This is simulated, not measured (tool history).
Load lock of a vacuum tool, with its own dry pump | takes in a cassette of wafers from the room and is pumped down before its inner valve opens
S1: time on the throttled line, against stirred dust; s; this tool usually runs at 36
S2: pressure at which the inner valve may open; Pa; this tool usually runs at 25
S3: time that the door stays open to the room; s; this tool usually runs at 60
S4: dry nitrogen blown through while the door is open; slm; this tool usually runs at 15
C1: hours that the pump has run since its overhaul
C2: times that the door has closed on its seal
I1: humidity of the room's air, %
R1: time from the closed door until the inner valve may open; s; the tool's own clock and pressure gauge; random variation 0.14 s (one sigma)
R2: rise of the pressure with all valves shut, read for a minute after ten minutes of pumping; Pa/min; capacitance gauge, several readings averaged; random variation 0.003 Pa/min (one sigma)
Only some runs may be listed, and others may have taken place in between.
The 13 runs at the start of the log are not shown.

{"run": 14, "hour": 5678.7, "S1": 36, "S2": 25, "S3": 60, "S4": 15, "C1": 16820, "C2": 17183, "I1": 46.3, "R1": 58.6, "R2": 0.072}
{"run": 15, "hour": 6152.9, "S1": 36, "S2": 29, "S3": 60, "S4": 15, "C1": 17294, "C2": 17804, "I1": 43.7, "R1": 58, "R2": 0.071}
{"run": 16, "hour": 6687.5, "S1": 36, "S2": 29, "S3": 60, "S4": 15, "C1": 17828, "C2": 18504, "I1": 42.8, "R1": 58.2, "R2": 0.073}
{"run": 17, "hour": 7129.6, "S1": 36, "S2": 29, "S3": 60, "S4": 15, "C1": 18270, "C2": 19084, "I1": 44.9, "R1": 58.8, "R2": 0.08}
{"run": 18, "hour": 7667.1, "S1": 36, "S2": 29, "S3": 60, "S4": 15, "C1": 18808, "C2": 19788, "I1": 42.4, "R1": 58.3, "R2": 0.081}
{"run": 19, "hour": 8186.1, "S1": 58, "S2": 25, "S3": 36, "S4": 15, "C1": 19327, "C2": 20468, "I1": 42, "R1": 78.2, "R2": 0.074}
{"run": 20, "hour": 8461.2, "S1": 32, "S2": 41, "S3": 33, "S4": 8, "C1": 19602, "C2": 20828, "I1": 45.5, "R1": 53.8, "R2": 0.076}
{"run": 21, "hour": 8945.3, "S1": 32, "S2": 41, "S3": 33, "S4": 8, "C1": 20086, "C2": 21462, "I1": 46.5, "R1": 53.9, "R2": 0.08}
{"run": 22, "hour": 9227.2, "S1": 32, "S2": 41, "S3": 33, "S4": 8, "C1": 20368, "C2": 21832, "I1": 41.9, "R1": 53.8, "R2": 0.086}
{"hour": 9429.7, "done": "dry pump taken out, an overhauled one fitted"}
{"run": 23, "hour": 9709.3, "S1": 32, "S2": 41, "S3": 33, "S4": 8, "C1": 280, "C2": 22455, "I1": 47.2, "R1": 51.5, "R2": 0.086}
{"run": 24, "hour": 10001.3, "S1": 36, "S2": 25, "S3": 60, "S4": 4, "C1": 572, "C2": 22838, "I1": 42.5, "R1": 56.6, "R2": 0.109}
{"run": 25, "hour": 10369.9, "S1": 36, "S2": 25, "S3": 60, "S4": 4, "C1": 940, "C2": 23321, "I1": 47.3, "R1": 56.4, "R2": 0.117}
{"run": 26, "hour": 10761.3, "S1": 19, "S2": 40, "S3": 60, "S4": 4, "C1": 1332, "C2": 23833, "I1": 43.2, "R1": 40.2, "R2": 0.11}
{"run": 27, "hour": 11187.8, "S1": 58, "S2": 36, "S3": 60, "S4": 14, "C1": 1758, "C2": 24392, "I1": 45.2, "R1": 75.1, "R2": 0.092}
{"run": 28, "hour": 11474.3, "S1": 35, "S2": 25, "S3": 48, "S4": 38, "C1": 2045, "C2": 24767, "I1": 47, "R1": 55.7, "R2": 0.075}
{"run": 29, "hour": 12016.8, "S1": 35, "S2": 25, "S3": 48, "S4": 38, "C1": 2587, "C2": 25478, "I1": 45.3, "R1": 55.7, "R2": 0.086}
{"run": 30, "hour": 12293.2, "S1": 26, "S2": 40, "S3": 60, "S4": 11, "C1": 2863, "C2": 25840, "I1": 43.8, "R1": 46.5, "R2": 0.103}
{"run": 31, "hour": 12666.4, "S1": 26, "S2": 40, "S3": 121, "S4": 15, "C1": 3237, "C2": 26329, "I1": 47.6, "R1": 46.6, "R2": 0.116}
{"run": 32, "hour": 13228.6, "S1": 26, "S2": 40, "S3": 121, "S4": 15, "C1": 3799, "C2": 27066, "I1": 42.6, "R1": 46.6, "R2": 0.116}
{"run": 33, "hour": 13584.1, "S1": 26, "S2": 40, "S3": 121, "S4": 15, "C1": 4154, "C2": 27531, "I1": 43.3, "R1": 46.7, "R2": 0.125}
{"run": 34, "hour": 13866.2, "S1": 26, "S2": 24, "S3": 34, "S4": 15, "C1": 4437, "C2": 27901, "I1": 45.5, "R1": 48.5, "R2": 0.106}
{"run": 35, "hour": 14360.8, "S1": 26, "S2": 24, "S3": 53, "S4": 41, "C1": 4931, "C2": 28549, "I1": 44.4, "R1": 48.7, "R2": 0.097}
{"run": 36, "hour": 14853.3, "S1": 48, "S2": 24, "S3": 32, "S4": 41, "C1": 5424, "C2": 29194, "I1": 42, "R1": 67.8, "R2": 0.085}

Each row is a separate what-if for the run after 36, all from the same tool condition, not one after another. Results?
{"run": "A", "hour": 15246.2, "S1": 25, "S2": 24, "S3": 187, "S4": 24, "C1": 5817, "C2": 29709, "I1": 42.9, "R1": "?", "R2": "?"}
{"run": "B", "hour": 15246.2, "S1": 36, "S2": 25, "S3": 87, "S4": 15, "C1": 5817, "C2": 29709, "I1": 42, "R1": "?", "R2": "?"}
{"run": "C", "hour": 15246.2, "S1": 41, "S2": 24, "S3": 32, "S4": 41, "C1": 5817, "C2": 29709, "I1": 45.3, "R1": "?", "R2": "?"}
{"run": "D", "hour": 15246.2, "S1": 36, "S2": 28, "S3": 151, "S4": 9, "C1": 5817, "C2": 29709, "I1": 46.8, "R1": "?", "R2": "?"}

run=A R1=47.4 R2=0.134
run=B R1=57.1 R2=0.121
run=C R1=61.6 R2=0.092
run=D R1=56.7 R2=0.156
Take away the tool's hidden state, keep each run's random variation, and the runs would have read:
run=A R1=46.4 R2=0.06
run=B R1=56.2 R2=0.048
run=C R1=60.7 R2=0.018
run=D R1=55.8 R2=0.082
